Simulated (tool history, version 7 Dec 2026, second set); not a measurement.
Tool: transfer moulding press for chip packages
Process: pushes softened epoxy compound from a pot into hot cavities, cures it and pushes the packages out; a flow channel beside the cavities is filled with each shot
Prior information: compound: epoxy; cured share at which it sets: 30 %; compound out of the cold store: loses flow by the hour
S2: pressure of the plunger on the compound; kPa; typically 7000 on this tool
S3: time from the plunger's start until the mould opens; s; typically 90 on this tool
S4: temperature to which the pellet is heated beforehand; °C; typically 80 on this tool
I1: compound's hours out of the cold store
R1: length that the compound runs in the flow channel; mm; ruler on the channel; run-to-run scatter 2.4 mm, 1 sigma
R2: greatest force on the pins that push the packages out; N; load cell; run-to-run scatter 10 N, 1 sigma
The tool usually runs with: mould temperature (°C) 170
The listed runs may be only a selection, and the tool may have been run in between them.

run 1 day=0.000 | mould_temperature_(°C)=170 S2=7000 S3=90 S4=80 | I1=44.6 | R1=682 R2=597
-- day=0.317 cavities cleaned with cleaning compound and waxed
run 2 day=0.854 | mould_temperature_(°C)=170 S2=7000 S3=90 S4=80 | I1=11.7 | R1=799 R2=532
run 3 day=1.496 | mould_temperature_(°C)=170 S2=7000 S3=90 S4=80 | I1=17.0 | R1=776 R2=588
-- day=2.088 cavities cleaned with cleaning compound and waxed
run 4 day=2.112 | mould_temperature_(°C)=164 S2=7000 S3=90 S4=80 | I1=31.4 | R1=731 R2=601
run 5 day=3.117 | mould_temperature_(°C)=170 S2=7000 S3=90 S4=80 | I1=33.5 | R1=712 R2=568
-- day=3.858 cavities cleaned with cleaning compound and waxed
run 6 day=4.208 | mould_temperature_(°C)=170 S2=7000 S3=90 S4=80 | I1=34.2 | R1=710 R2=502
run 7 day=5.162 | mould_temperature_(°C)=170 S2=7000 S3=90 S4=80 | I1=22.2 | R1=752 R2=557
-- day=5.638 cavities cleaned with cleaning compound and waxed
run 8 day=6.304 | mould_temperature_(°C)=170 S2=7000 S3=90 S4=80 | I1=21.5 | R1=752 R2=539
run 9 day=7.092 | mould_temperature_(°C)=170 S2=7000 S3=90 S4=80 | I1=24.5 | R1=740 R2=591
-- day=7.450 cavities cleaned with cleaning compound and waxed
run 10 day=7.825 | mould_temperature_(°C)=170 S2=7000 S3=90 S4=80 | I1=26.6 | R1=728 R2=522
run 11 day=8.717 | mould_temperature_(°C)=176 S2=7000 S3=90 S4=80 | I1=44.0 | R1=657 R2=553
-- day=9.242 cavities cleaned with cleaning compound and waxed
run 12 day=9.912 | mould_temperature_(°C)=176 S2=7000 S3=90 S4=80 | I1=43.6 | R1=660 R2=486
-- day=11.100 cavities cleaned with cleaning compound and waxed
run 13 day=11.104 | mould_temperature_(°C)=170 S2=7000 S3=111 S4=80 | I1=35.8 | R1=691 R2=445
run 14 day=12.146 | mould_temperature_(°C)=170 S2=7000 S3=90 S4=80 | I1=29.0 | R1=715 R2=552
run 15 day=12.750 | mould_temperature_(°C)=170 S2=7000 S3=88 S4=80 | I1=36.2 | R1=686 R2=606
-- day=12.875 cavities cleaned with cleaning compound and waxed
run 16 day=13.438 | mould_temperature_(°C)=170 S2=7000 S3=88 S4=80 | I1=42.3 | R1=666 R2=519
-- day=13.721 plunger's sealing rings changed
run 17 day=14.212 | mould_temperature_(°C)=173 S2=7000 S3=90 S4=88 | I1=8.2 | R1=814 R2=544
-- day=14.758 cavities cleaned with cleaning compound and waxed
run 18 day=15.075 | mould_temperature_(°C)=172 S2=7000 S3=126 S4=80 | I1=13.8 | R1=792 R2=467
run 19 day=15.762 | mould_temperature_(°C)=172 S2=7000 S3=126 S4=80 | I1=23.9 | R1=752 R2=503
run 20 day=16.346 | mould_temperature_(°C)=167 S2=7340 S3=72 S4=75 | I1=16.2 | R1=812 R2=892
-- day=16.529 cavities cleaned with cleaning compound and waxed
run 21 day=17.504 | mould_temperature_(°C)=172 S2=5310 S3=90 S4=74 | I1=21.8 | R1=658 R2=527
-- day=18.321 cavities cleaned with cleaning compound and waxed
run 22 day=18.321 | mould_temperature_(°C)=165 S2=7280 S3=83 S4=80 | I1=43.7 | R1=702 R2=596
run 23 day=19.096 | mould_temperature_(°C)=165 S2=5200 S3=84 S4=81 | I1=40.0 | R1=607 R2=638
run 24 day=19.817 | mould_temperature_(°C)=165 S2=5200 S3=84 S4=81 | I1=44.7 | R1=593 R2=709
-- day=20.112 cavities cleaned with cleaning compound and waxed
run 25 day=20.946 | mould_temperature_(°C)=167 S2=5710 S3=86 S4=84 | I1=41.4 | R1=623 R2=583
-- day=21.896 cavities cleaned with cleaning compound and waxed
run 26 day=21.908 | mould_temperature_(°C)=169 S2=7000 S3=90 S4=80 | I1=26.3 | R1=741 R2=476
run 27 day=22.892 | mould_temperature_(°C)=169 S2=7000 S3=90 S4=80 | I1=19.3 | R1=769 R2=570

Each row is a separate what-if for the run after 27, all from the same tool condition, not one after another. Results?
run A day=23.562 | mould_temperature_(°C)=169 S2=6830 S3=114 S4=78 | I1=29.1 | R1=? R2=?
run B day=23.562 | mould_temperature_(°C)=176 S2=7000 S3=90 S4=80 | I1=37.3 | R1=? R2=?
run C day=23.562 | mould_temperature_(°C)=176 S2=7000 S3=90 S4=80 | I1=24.1 | R1=? R2=?

run=A R1=720 R2=558
run=B R1=686 R2=573
run=C R1=730 R2=581
Without the tool's hidden state the same runs would have given:
run=A R1=739 R2=444
run=B R1=704 R2=455
run=C R1=749 R2=463

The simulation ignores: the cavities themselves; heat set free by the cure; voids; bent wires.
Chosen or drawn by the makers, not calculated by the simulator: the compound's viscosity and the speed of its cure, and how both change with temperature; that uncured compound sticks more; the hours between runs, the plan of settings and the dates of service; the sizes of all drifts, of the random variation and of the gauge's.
